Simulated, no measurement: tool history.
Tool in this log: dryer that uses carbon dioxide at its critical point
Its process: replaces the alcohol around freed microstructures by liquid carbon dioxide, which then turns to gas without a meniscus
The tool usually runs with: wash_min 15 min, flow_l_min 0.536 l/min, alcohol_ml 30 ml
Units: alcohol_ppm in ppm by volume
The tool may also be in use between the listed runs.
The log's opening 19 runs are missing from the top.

run,hour,wash_min,flow_l_min,alcohol_ml,hours of work since the filter was changed,hours of work since the purifier's bed was changed,alcohol_ppm
20,547.4,18,0.402,43,161,455,206
21,572.6,18,0.433,23,171,465,100
22,608.8,15,0.460,25,185,479,168
23,631.7,17,0.332,22,194,488,339
24,648.5,17,0.332,22,200,494,334
25,682.1,13,0.472,32,213,507,354
26,712.4,11,0.701,28,225,519,136
27,731.2,16,0.544,30,232,526,94
28,762.5,16,0.544,23,244,538,80
29,795.4,9,0.370,30,257,551,2548
30,827.1,21,0.536,26,269,563,55
31,859.8,22,0.536,20,282,576,49
32,880.6,20,0.440,30,290,584,96

Expected results for the next run?
33,910.1,20,0.440,30,301,595,?

Run 33 came out at alcohol_ppm 100 ppm by volume.
Without the tool's hidden state the same run would have given alcohol_ppm 21 ppm by volume.
